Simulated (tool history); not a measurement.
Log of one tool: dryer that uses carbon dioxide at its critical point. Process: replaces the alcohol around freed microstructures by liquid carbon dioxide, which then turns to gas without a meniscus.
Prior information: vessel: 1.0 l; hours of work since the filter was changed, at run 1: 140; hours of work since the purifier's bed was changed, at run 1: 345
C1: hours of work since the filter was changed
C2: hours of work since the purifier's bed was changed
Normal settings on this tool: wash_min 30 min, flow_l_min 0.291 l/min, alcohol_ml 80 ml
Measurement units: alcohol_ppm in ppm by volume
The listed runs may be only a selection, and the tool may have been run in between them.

run 1 hour=0.0 | wash_min=30 flow_l_min=0.291 alcohol_ml=80 | C1=140 C2=345 | alcohol_ppm=326
run 2 hour=22.3 | wash_min=30 flow_l_min=0.291 alcohol_ml=80 | C1=150 C2=355 | alcohol_ppm=324
run 3 hour=44.5 | wash_min=30 flow_l_min=0.291 alcohol_ml=80 | C1=159 C2=364 | alcohol_ppm=349
run 4 hour=63.0 | wash_min=30 flow_l_min=0.291 alcohol_ml=80 | C1=166 C2=371 | alcohol_ppm=361
run 5 hour=85.5 | wash_min=30 flow_l_min=0.291 alcohol_ml=80 | C1=176 C2=381 | alcohol_ppm=353
run 6 hour=108.6 | wash_min=28 flow_l_min=0.291 alcohol_ml=80 | C1=185 C2=390 | alcohol_ppm=472
run 7 hour=133.7 | wash_min=30 flow_l_min=0.291 alcohol_ml=80 | C1=196 C2=400 | alcohol_ppm=388
run 8 hour=150.5 | wash_min=30 flow_l_min=0.291 alcohol_ml=80 | C1=202 C2=407 | alcohol_ppm=393
run 9 hour=163.1 | wash_min=30 flow_l_min=0.247 alcohol_ml=80 | C1=208 C2=413 | alcohol_ppm=723
run 10 hour=187.7 | wash_min=30 flow_l_min=0.247 alcohol_ml=80 | C1=218 C2=423 | alcohol_ppm=752
run 11 hour=210.7 | wash_min=30 flow_l_min=0.247 alcohol_ml=80 | C1=227 C2=432 | alcohol_ppm=752
run 12 hour=234.5 | wash_min=30 flow_l_min=0.410 alcohol_ml=80 | C1=237 C2=442 | alcohol_ppm=176
run 13 hour=253.2 | wash_min=30 flow_l_min=0.291 alcohol_ml=80 | C1=245 C2=450 | alcohol_ppm=438
run 14 hour=278.0 | wash_min=30 flow_l_min=0.291 alcohol_ml=80 | C1=255 C2=460 | alcohol_ppm=429
run 15 hour=302.4 | wash_min=41 flow_l_min=0.375 alcohol_ml=45 | C1=265 C2=470 | alcohol_ppm=165
run 16 hour=314.7 | wash_min=48 flow_l_min=0.214 alcohol_ml=24 | C1=270 C2=475 | alcohol_ppm=194
run 17 hour=330.0 | wash_min=48 flow_l_min=0.214 alcohol_ml=24 | C1=276 C2=481 | alcohol_ppm=187
run 18 hour=353.3 | wash_min=18 flow_l_min=0.287 alcohol_ml=46 | C1=286 C2=491 | alcohol_ppm=1811
run 19 hour=370.8 | wash_min=22 flow_l_min=0.438 alcohol_ml=42 | C1=293 C2=498 | alcohol_ppm=274
run 20 hour=386.0 | wash_min=22 flow_l_min=0.438 alcohol_ml=42 | C1=299 C2=504 | alcohol_ppm=273
run 21 hour=405.2 | wash_min=26 flow_l_min=0.291 alcohol_ml=21 | C1=307 C2=512 | alcohol_ppm=351
run 22 hour=424.6 | wash_min=37 flow_l_min=0.385 alcohol_ml=30 | C1=315 C2=520 | alcohol_ppm=174
run 23 hour=436.9 | wash_min=37 flow_l_min=0.385 alcohol_ml=30 | C1=320 C2=525 | alcohol_ppm=187
run 24 hour=448.6 | wash_min=37 flow_l_min=0.361 alcohol_ml=81 | C1=325 C2=530 | alcohol_ppm=208
run 25 hour=472.9 | wash_min=19 flow_l_min=0.185 alcohol_ml=20 | C1=335 C2=540 | alcohol_ppm=2498
run 26 hour=487.6 | wash_min=30 flow_l_min=0.315 alcohol_ml=80 | C1=341 C2=546 | alcohol_ppm=436
run 27 hour=505.9 | wash_min=30 flow_l_min=0.315 alcohol_ml=80 | C1=349 C2=554 | alcohol_ppm=453

5 ways to go on from here, each from the tool as it stands after run 27. What would each give?
run A hour=529.3 | wash_min=28 flow_l_min=0.285 alcohol_ml=40 | C1=358 C2=563 | alcohol_ppm=?
run B hour=529.3 | wash_min=36 flow_l_min=0.291 alcohol_ml=20 | C1=358 C2=563 | alcohol_ppm=?
run C hour=529.3 | wash_min=38 flow_l_min=0.202 alcohol_ml=27 | C1=358 C2=563 | alcohol_ppm=?
run D hour=529.3 | wash_min=38 flow_l_min=0.343 alcohol_ml=62 | C1=358 C2=563 | alcohol_ppm=?
run E hour=529.3 | wash_min=18 flow_l_min=0.315 alcohol_ml=80 | C1=358 C2=563 | alcohol_ppm=?

run=A alcohol_ppm=509
run=B alcohol_ppm=223
run=C alcohol_ppm=427
run=D alcohol_ppm=214
run=E alcohol_ppm=2724
What these runs would have given with no unlogged condition in the tool:
run=A alcohol_ppm=116
run=B alcohol_ppm=14
run=C alcohol_ppm=91
run=D alcohol_ppm=3
run=E alcohol_ppm=1226
